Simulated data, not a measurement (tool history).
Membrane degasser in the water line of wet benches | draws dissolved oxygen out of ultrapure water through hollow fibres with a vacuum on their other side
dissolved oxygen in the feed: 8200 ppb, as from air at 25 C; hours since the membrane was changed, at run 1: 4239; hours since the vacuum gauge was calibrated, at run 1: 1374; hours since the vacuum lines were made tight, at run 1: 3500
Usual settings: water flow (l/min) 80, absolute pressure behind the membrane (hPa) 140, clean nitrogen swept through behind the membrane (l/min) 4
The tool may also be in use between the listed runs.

| run | hour | water flow (l/min) | absolute pressure behind the membrane (hPa) | clean nitrogen swept through behind the membrane (l/min) | hours since the membrane was changed | hours since the vacuum gauge was calibrated | hours since the vacuum lines were made tight | dissolved oxygen in the water behind the degasser (ppb) | pressure that the water loses in the fibres (hPa) |
|---|---|---|---|---|---|---|---|---|---|
| 1 | 0 | 80 | 140 | 4 | 4239 | 1374 | 3500 | 561.6 | 367.2 |
| 2 | 217.3 | 80 | 140 | 4 | 4456 | 1591 | 3718 | 560.5 | 366.6 |
| 3 | 489.8 | 80 | 140 | 4 | 4729 | 1864 | 3990 | 559.6 | 368.9 |
| 4 | 747.8 | 80 | 140 | 3.01 | 4987 | 2122 | 4248 | 681.3 | 370.6 |
| 5 | 987.8 | 80 | 350 | 4 | 5227 | 2362 | 4488 | 1318.2 | 369.3 |
|  | 1059.5 | seals of the vacuum lines changed |
| 6 | 1279 | 80 | 350 | 4 | 5516 | 2651 | 220 | 1320.3 | 370 |
| 7 | 1466.3 | 63 | 350 | 4 | 5703 | 2838 | 407 | 1070.8 | 291.4 |
| 8 | 1675.6 | 80 | 140 | 2.41 | 5913 | 3048 | 616 | 788.8 | 372.1 |
| 9 | 1868.1 | 80 | 140 | 2.41 | 6105 | 3240 | 809 | 785.3 | 370.2 |
| 10 | 2128.3 | 80 | 140 | 2.41 | 6365 | 3500 | 1069 | 791 | 371.2 |
| 11 | 2286.5 | 80 | 140 | 3.34 | 6523 | 3658 | 1227 | 630.6 | 373.2 |
| 12 | 2572.7 | 80 | 140 | 3.34 | 6810 | 3945 | 1513 | 638.6 | 371.5 |
| 13 | 2767.9 | 80 | 176 | 4 | 7005 | 4140 | 1708 | 704.3 | 372.3 |
| 14 | 3026.7 | 102 | 176 | 4 | 7264 | 4399 | 1967 | 859.9 | 478 |
| 15 | 3161.9 | 102 | 176 | 4 | 7399 | 4534 | 2102 | 864.8 | 476.6 |
| 16 | 3378.9 | 80 | 97 | 4 | 7616 | 4751 | 2319 | 391.2 | 376.9 |
| 17 | 3593.9 | 80 | 89 | 9.13 | 7831 | 4966 | 2534 | 230.8 | 373.2 |
| 18 | 3881 | 53 | 121 | 9.13 | 8118 | 5253 | 2821 | 185.2 | 246.8 |
| 19 | 4113.9 | 53 | 121 | 9.13 | 8351 | 5486 | 3054 | 185 | 248.3 |
|  | 4243 | membrane cartridge changed |
| 20 | 4287.1 | 53 | 320 | 9.13 | 44 | 5655 | 3224 | 443.3 | 248.2 |
|  | 4319.9 | vacuum gauge calibrated |
| 21 | 4530.8 | 125 | 159 | 3.37 | 287 | 211 | 3467 | 1038.5 | 585.7 |
| 22 | 4781.3 | 107 | 140 | 9.33 | 538 | 461 | 3717 | 436.1 | 501.2 |
| 23 | 4910.3 | 84 | 222 | 4 | 667 | 590 | 3846 | 904.4 | 396 |
| 24 | 5120.2 | 84 | 239 | 3.52 | 877 | 800 | 4056 | 1061.2 | 394 |
| 25 | 5320.3 | 68 | 348 | 2.38 | 1077 | 1000 | 4256 | 1642.2 | 317.9 |
| 26 | 5466.1 | 95 | 348 | 3.4 | 1223 | 1146 | 4402 | 1669.4 | 448.1 |
|  | 5621.7 | seals of the vacuum lines changed |
| 27 | 5737.1 | 95 | 348 | 3.4 | 1492 | 1415 | 115 | 1658.4 | 448.7 |
| 28 | 5910.8 | 95 | 348 | 3.4 | 1665 | 1589 | 289 | 1668 | 448.3 |
| 29 | 6107.7 | 95 | 348 | 3.4 | 1862 | 1786 | 486 | 1666.5 | 449.7 |
| 30 | 6251.9 | 80 | 140 | 2.37 | 2006 | 1930 | 630 | 799.7 | 377.8 |
| 31 | 6467.9 | 76 | 113 | 1.86 | 2222 | 2146 | 846 | 717.4 | 357.7 |
|  | 6733.2 | gauge calibrated |
| 32 | 6743.3 | 76 | 155 | 1.86 | 2498 | 2421 | 1122 | 1000.7 | 348.9 |

How the hidden state differs across the entries between the runs, from the last listed run before each to the first after it:
Between runs 5 and 6: seals of the vacuum lines changed (hour 1059.5)
  air that leaks in behind the membrane, l/min: 0.0025 -> 0.002; drift of the gauge itself on loss_of_pressure_kpa, %: 0.44 -> 0.57
  measured less the result without the state, pressure that the water loses in the fibres (hPa): +2.1 -> +2.5
Between runs 19 and 20: membrane cartridge changed (hour 4243)
  membrane still open, %: 99.8 -> 100; drift of the gauge itself on loss_of_pressure_kpa, %: 1.83 -> 1.9
  measured less the result without the state, pressure that the water loses in the fibres (hPa): +4.9 -> +4.6
Between runs 20 and 21: vacuum gauge calibrated (hour 4319.9)
  true pressure behind the membrane over the reading, kPa: 0.01 -> 0; drift of the gauge itself on loss_of_pressure_kpa, %: 1.9 -> 2.01
  measured less the result without the state, pressure that the water loses in the fibres (hPa): +4.6 -> +11.6
Between runs 26 and 27: seals of the vacuum lines changed (hour 5621.7)
  air that leaks in behind the membrane, l/min: 0.0024 -> 0.002; drift of the gauge itself on loss_of_pressure_kpa, %: 2.42 -> 2.54
  measured less the result without the state, pressure that the water loses in the fibres (hPa): +10.8 -> +11.3
Between runs 31 and 32: gauge calibrated (hour 6733.2)
  true pressure behind the membrane over the reading, kPa: 0 -> 0.01; drift of the gauge itself on loss_of_pressure_kpa, %: 2.87 -> 0
  measured less the result without the state, pressure that the water loses in the fibres (hPa): +10.2 -> +0.3
